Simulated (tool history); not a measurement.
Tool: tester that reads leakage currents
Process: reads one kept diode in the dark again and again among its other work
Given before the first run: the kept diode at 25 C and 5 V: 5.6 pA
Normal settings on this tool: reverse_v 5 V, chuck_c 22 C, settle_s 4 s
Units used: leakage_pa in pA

run 1 day=0 | reverse_v=5 chuck_c=22 settle_s=4 | leakage_pa=5.1
run 2 day=0.775 | reverse_v=5 chuck_c=22 settle_s=4 | leakage_pa=5
run 3 day=2.217 | reverse_v=5 chuck_c=22 settle_s=4 | leakage_pa=4.94
run 4 day=3.538 | reverse_v=18.72 chuck_c=22 settle_s=4 | leakage_pa=8.5
run 5 day=5.033 | reverse_v=18.72 chuck_c=22 settle_s=4 | leakage_pa=8.57
run 6 day=6.504 | reverse_v=18.72 chuck_c=22 settle_s=4 | leakage_pa=8.75
run 7 day=7.625 | reverse_v=5 chuck_c=22 settle_s=0.4 | leakage_pa=8.32
run 8 day=8.712 | reverse_v=5 chuck_c=59 settle_s=4 | leakage_pa=51.23
run 9 day=10.304 | reverse_v=5 chuck_c=59 settle_s=4 | leakage_pa=51.15
run 10 day=11.383 | reverse_v=16.21 chuck_c=22 settle_s=4 | leakage_pa=8
run 11 day=12.796 | reverse_v=16.21 chuck_c=22 settle_s=4 | leakage_pa=7.97
run 12 day=14.175 | reverse_v=16.21 chuck_c=22 settle_s=4 | leakage_pa=8.03
run 13 day=14.912 | reverse_v=5 chuck_c=22 settle_s=4 | leakage_pa=5.01
run 14 day=16.254 | reverse_v=5 chuck_c=22 settle_s=4 | leakage_pa=4.99
run 15 day=16.992 | reverse_v=1.39 chuck_c=25 settle_s=3.31 | leakage_pa=3.91
run 16 day=18.017 | reverse_v=1.39 chuck_c=25 settle_s=3.31 | leakage_pa=3.95
run 17 day=18.846 | reverse_v=1.35 chuck_c=53 settle_s=4 | leakage_pa=23.61
run 18 day=19.846 | reverse_v=1.35 chuck_c=53 settle_s=4 | leakage_pa=23.74
run 19 day=21.096 | reverse_v=1.35 chuck_c=53 settle_s=4 | leakage_pa=23.57
run 20 day=22.492 | reverse_v=1.35 chuck_c=43 settle_s=1.62 | leakage_pa=12.99
run 21 day=23.425 | reverse_v=1.41 chuck_c=49 settle_s=2.97 | leakage_pa=18.98
run 22 day=24.758 | reverse_v=3.83 chuck_c=22 settle_s=1.79 | leakage_pa=4.9
run 23 day=25.662 | reverse_v=4.14 chuck_c=53 settle_s=0.38 | leakage_pa=36.78
run 24 day=27.188 | reverse_v=4.14 chuck_c=53 settle_s=0.38 | leakage_pa=36.91
run 25 day=28.325 | reverse_v=4.14 chuck_c=53 settle_s=0.38 | leakage_pa=36.57
run 26 day=29.371 | reverse_v=14.29 chuck_c=51 settle_s=1.77 | leakage_pa=46.65
run 27 day=30.262 | reverse_v=5 chuck_c=20 settle_s=1.05 | leakage_pa=5.36

Withheld: 1 entry from between the runs. Position of each, and hidden state at the listed run before versus the listed run after:
In the gap between runs 22 and 23: chuck's temperature calibrated (day 25.662)
  both runs share identical hidden conditions
